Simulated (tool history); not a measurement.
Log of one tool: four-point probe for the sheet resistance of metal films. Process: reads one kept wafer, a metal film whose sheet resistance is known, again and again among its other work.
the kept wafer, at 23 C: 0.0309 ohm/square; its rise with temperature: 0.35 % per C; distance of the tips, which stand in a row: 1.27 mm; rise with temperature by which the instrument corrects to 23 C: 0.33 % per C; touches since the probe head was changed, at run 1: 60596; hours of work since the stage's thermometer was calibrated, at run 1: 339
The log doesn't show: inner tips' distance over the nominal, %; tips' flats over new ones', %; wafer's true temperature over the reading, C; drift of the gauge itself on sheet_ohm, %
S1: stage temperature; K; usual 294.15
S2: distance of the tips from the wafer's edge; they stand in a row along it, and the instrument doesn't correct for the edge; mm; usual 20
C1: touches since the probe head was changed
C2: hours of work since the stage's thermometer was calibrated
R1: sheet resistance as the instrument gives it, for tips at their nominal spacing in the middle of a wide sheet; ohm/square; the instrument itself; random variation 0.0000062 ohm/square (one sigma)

run	hour	S1	S2	C1	C2	R1
1	0.0	294.15	20	60596	339	0.031107
2	9.7	294.15	20	60965	344	0.031107
3	26.3	294.15	20	61599	351	0.031097
4	35.9	294.15	20	61963	356	0.031108
5	50.9	292.15	20	62535	363	0.031103
6	66.6	294.15	5	63135	370	0.032082
7	87.5	294.15	5	63931	380	0.032082
8	104.4	294.15	5	64575	388	0.032090
9	117.9	294.15	5	65091	394	0.032081
10	137.1	294.15	5	65822	403	0.032100
11	151.2	294.15	20	66359	410	0.031130
12	161.2	294.15	20	66740	414	0.031121
13	176.9	294.15	20	67340	422	0.031123
14	186.0	294.15	20	67685	426	0.031125
15	197.8	294.15	26	68134	431	0.031096
16	207.1	294.15	26	68490	436	0.031110
17	225.7	294.15	26	69198	444	0.031124
18	242.7	294.15	26	69848	452	0.031097
19	252.8	294.15	26	70232	457	0.031121
20	273.1	294.15	26	71006	466	0.031110
21	283.0	294.15	13	71383	471	0.031230
22	294.9	293.15	20	71837	476	0.031143
23	311.1	293.15	20	72455	484	0.031148
24	332.5	307.15	20	73271	494	0.031245
25	349.1	301.15	11	73903	502	0.031374
26	361.7	297.15	18	74382	507	0.031196
27	372.2	304.15	6	74781	512	0.031904
28	394.3	293.15	22	75624	523	0.031140
29	414.1	293.15	22	76378	532	0.031139
30	426.9	295.15	64	76867	538	0.031109
31	441.5	293.15	9	77423	544	0.031433
32	459.2	293.15	9	78099	553	0.031433
33	476.9	307.15	13	78773	561	0.031372
34	486.7	307.15	21	79147	566	0.031282
35	495.6	307.15	21	79487	570	0.031270
36	515.1	294.15	7	80229	579	0.031656
37	526.3	308.15	32	80657	584	0.031241
38	546.5	295.15	38	81426	593	0.031142
39	564.0	295.15	38	82093	601	0.031146
40	585.8	299.15	3	82923	612	0.033888
41	599.0	299.15	20	83426	618	0.031237
42	614.9	304.15	24	84034	625	0.031248
43	635.5	304.15	24	84818	635	0.031259
44	654.0	295.15	16	85525	643	0.031241

Forecast each of these 4 alternatives for the next run:
A	663.9	294.15	11	85899	648	?
B	663.9	301.15	13	85899	648	?
C	663.9	305.15	19	85899	648	?
D	663.9	299.15	67	85899	648	?

run	R1
A	0.031352
B	0.031351
C	0.031296
D	0.031189
Without the tool's hidden state the same runs would have given:
run	R1
A	0.031096
B	0.031096
C	0.031041
D	0.030934
